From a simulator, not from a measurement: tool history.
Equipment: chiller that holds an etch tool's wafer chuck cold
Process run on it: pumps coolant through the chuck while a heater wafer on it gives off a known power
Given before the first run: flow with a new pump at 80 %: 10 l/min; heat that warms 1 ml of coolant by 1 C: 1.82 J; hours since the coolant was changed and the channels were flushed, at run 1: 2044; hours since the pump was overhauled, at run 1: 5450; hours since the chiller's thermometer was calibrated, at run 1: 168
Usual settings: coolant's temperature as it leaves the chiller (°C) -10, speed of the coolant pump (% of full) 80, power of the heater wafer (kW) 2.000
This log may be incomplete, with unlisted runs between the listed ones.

run	day	coolant's temperature as it leaves the chiller (°C)	speed of the coolant pump (% of full)	power of the heater wafer (kW)	hours since the coolant was changed and the channels were flushed	hours since the pump was overhauled	hours since the chiller's thermometer was calibrated	chuck's temperature once it has settled (°C)	how much warmer the coolant comes back (C)
1	0.000	-10	80	2.000	2044	5450	168	9.0	7.35
2	6.729	-10	80	2.000	2205	5611	329	9.2	7.48
3	12.154	-10	80	2.000	2336	5741	459	9.1	7.34
4	18.171	-10	80	2.000	2480	5886	604	9.4	7.38
5	21.362	-10	80	2.000	2557	5962	680	9.4	7.40
6	25.996	-10	80	2.000	2668	6073	792	9.5	7.39
7	29.729	-10	80	2.067	2757	6163	881	10.2	7.68
8	34.575	-10	80	2.000	2874	6279	997	9.5	7.42
9	41.717	-10	80	2.000	3045	6451	1169	9.5	7.46
10	44.958	-10	93	2.000	3123	6529	1247	7.9	6.35
11	51.042	-10	68	2.000	3269	6675	1393	11.6	8.87
12	56.554	-10	80	2.000	3401	6807	1525	9.5	7.52
13	62.992	-10	80	2.000	3556	6961	1679	9.8	7.59
14	70.146	-10	80	2.000	3727	7133	1851	9.8	7.61
15	75.579	-10	80	2.000	3858	7263	1981	9.9	7.57
16	80.442	-10	99	1.420	3975	7380	2098	2.4	4.33
17	87.750	-10	99	1.420	4150	7556	2274	2.6	4.33
18	92.125	-8	66	2.901	4255	7661	2379	24.9	13.57
19	96.012	-10	80	1.269	4348	7754	2472	2.8	4.87
# day 96.567: chiller's thermometer calibrated
# day 102.808: coolant changed, channels flushed
20	103.029	-19	95	1.269	5	7915	149	-8.4	4.11
21	109.488	-8	80	2.000	160	8070	304	10.7	7.68
22	115.788	-8	80	2.000	312	8221	455	10.7	7.75
23	119.842	-3	80	2.673	409	8319	553	22.4	10.38
24	123.775	-3	80	2.673	503	8413	647	22.3	10.38
# day 127.038: chiller's thermometer calibrated, once more
25	127.692	-16	95	1.698	596	8506	16	-1.0	5.52
26	134.033	-18	80	2.000	748	8658	168	1.3	7.90
27	141.621	-14	79	2.172	930	8840	350	7.1	8.67
28	147.354	-10	80	2.000	1068	8978	488	9.5	7.96
29	151.688	-3	79	1.832	1172	9082	592	15.1	7.31

Results per run with the tool's hidden condition removed, run-to-run variation unchanged:
Hidden state at play: heat passed by the chuck's channels, % of clean ones'; flow at a given pump speed, % of a new pump's; coolant's true temperature over the reading, C; drift of the gauge itself on chuck_c, C; drift of the gauge itself on warmer_back_c, C.
run	chuck's temperature once it has settled (°C)	how much warmer the coolant comes back (C)
1	7.4	6.64
2	7.4	6.74
3	7.3	6.59
4	7.6	6.60
5	7.5	6.61
6	7.5	6.59
7	8.2	6.84
8	7.5	6.59
9	7.4	6.61
10	6.0	5.61
11	9.1	7.81
12	7.2	6.61
13	7.4	6.65
14	7.4	6.65
15	7.4	6.59
16	0.9	3.76
17	1.0	3.74
18	20.4	11.71
19	1.2	4.19
20	-8.9	3.53
21	9.4	6.57
22	9.3	6.61
23	20.4	8.85
24	20.2	8.83
25	-2.4	4.68
26	-0.7	6.69
27	4.8	7.30
28	7.5	6.71
29	13.1	6.13

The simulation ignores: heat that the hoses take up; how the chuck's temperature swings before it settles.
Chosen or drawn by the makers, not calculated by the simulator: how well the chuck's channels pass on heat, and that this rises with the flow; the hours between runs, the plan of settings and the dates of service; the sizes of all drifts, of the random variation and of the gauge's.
